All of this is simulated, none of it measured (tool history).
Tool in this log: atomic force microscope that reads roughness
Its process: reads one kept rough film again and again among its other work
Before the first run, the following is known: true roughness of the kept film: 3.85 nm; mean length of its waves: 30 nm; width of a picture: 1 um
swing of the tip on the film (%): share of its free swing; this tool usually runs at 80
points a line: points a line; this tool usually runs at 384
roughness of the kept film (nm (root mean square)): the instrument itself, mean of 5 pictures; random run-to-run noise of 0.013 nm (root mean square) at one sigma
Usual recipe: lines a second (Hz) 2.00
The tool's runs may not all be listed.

| run | hour | lines a second (Hz) | swing of the tip on the film (%) | points a line | roughness of the kept film (nm (root mean square)) |
|---|---|---|---|---|---|
| 1 | 0.0 | 2.00 | 80 | 384 | 2.180 |
| 2 | 19.8 | 2.00 | 75 | 384 | 2.170 |
|  | 53.6 | new tip fitted |
| 3 | 55.5 | 2.00 | 75 | 384 | 3.018 |
| 4 | 71.5 | 2.00 | 75 | 384 | 2.907 |
| 5 | 87.4 | 2.00 | 75 | 384 | 2.791 |
| 6 | 123.1 | 1.36 | 80 | 384 | 2.646 |
| 7 | 143.9 | 1.36 | 80 | 384 | 2.521 |
| 8 | 168.9 | 2.00 | 80 | 384 | 2.343 |
| 9 | 189.8 | 2.00 | 80 | 384 | 2.259 |
| 10 | 221.3 | 2.00 | 80 | 384 | 2.158 |
| 11 | 236.9 | 2.00 | 80 | 384 | 2.106 |
|  | 247.4 | new tip fitted |
| 12 | 270.4 | 2.00 | 80 | 1003 | 2.842 |
| 13 | 285.8 | 2.00 | 80 | 1003 | 2.743 |
| 14 | 314.2 | 2.00 | 80 | 384 | 2.604 |
| 15 | 331.5 | 2.00 | 80 | 384 | 2.491 |
| 16 | 362.9 | 2.00 | 80 | 384 | 2.361 |
| 17 | 396.0 | 2.00 | 80 | 384 | 2.213 |
| 18 | 425.6 | 2.00 | 80 | 384 | 2.117 |
|  | 440.0 | new tip fitted |
| 19 | 446.3 | 2.00 | 80 | 384 | 2.918 |
| 20 | 468.0 | 0.64 | 63 | 316 | 3.013 |
| 21 | 492.3 | 0.64 | 63 | 316 | 2.862 |
| 22 | 509.2 | 2.00 | 67 | 762 | 2.698 |
| 23 | 542.0 | 0.67 | 69 | 282 | 2.584 |
| 24 | 557.9 | 0.87 | 61 | 1010 | 2.553 |
| 25 | 580.5 | 0.87 | 86 | 638 | 2.354 |
|  | 584.7 | height scale calibrated on a step standard |
| 26 | 615.7 | 0.87 | 86 | 638 | 2.219 |
|  | 635.0 | new tip fitted |
|  | 639.8 | height scale calibrated on a step standard, once more |
| 27 | 639.8 | 0.87 | 63 | 551 | 3.172 |
| 28 | 666.8 | 1.18 | 63 | 853 | 2.973 |
| 29 | 692.4 | 1.18 | 63 | 853 | 2.811 |
| 30 | 711.9 | 2.00 | 71 | 699 | 2.602 |
| 31 | 739.2 | 1.36 | 68 | 503 | 2.558 |
| 32 | 767.6 | 1.47 | 78 | 366 | 2.340 |
| 33 | 801.5 | 0.52 | 67 | 601 | 2.339 |
| 34 | 819.5 | 0.52 | 60 | 466 | 2.280 |
|  | 828.8 | new tip fitted |
| 35 | 850.7 | 0.52 | 60 | 466 | 3.101 |
| 36 | 871.1 | 0.51 | 60 | 873 | 2.952 |
| 37 | 902.2 | 0.76 | 60 | 505 | 2.755 |

5 options for the next run, each taken on its own from the tool as it stands now. Forecast them:
| A | 923.7 | 0.76 | 66 | 505 | ? |
| B | 923.7 | 0.76 | 71 | 505 | ? |
| C | 923.7 | 1.58 | 73 | 384 | ? |
| D | 923.7 | 2.00 | 68 | 756 | ? |
| E | 923.7 | 1.81 | 80 | 363 | ? |

| run | roughness of the kept film (nm (root mean square)) |
|---|---|
| A | 2.633 |
| B | 2.652 |
| C | 2.547 |
| D | 2.582 |
| E | 2.464 |
Without the tool's hidden state the same runs would have given:
| run | roughness of the kept film (nm (root mean square)) |
|---|---|
| A | 3.210 |
| B | 3.232 |
| C | 3.106 |
| D | 3.148 |
| E | 3.005 |
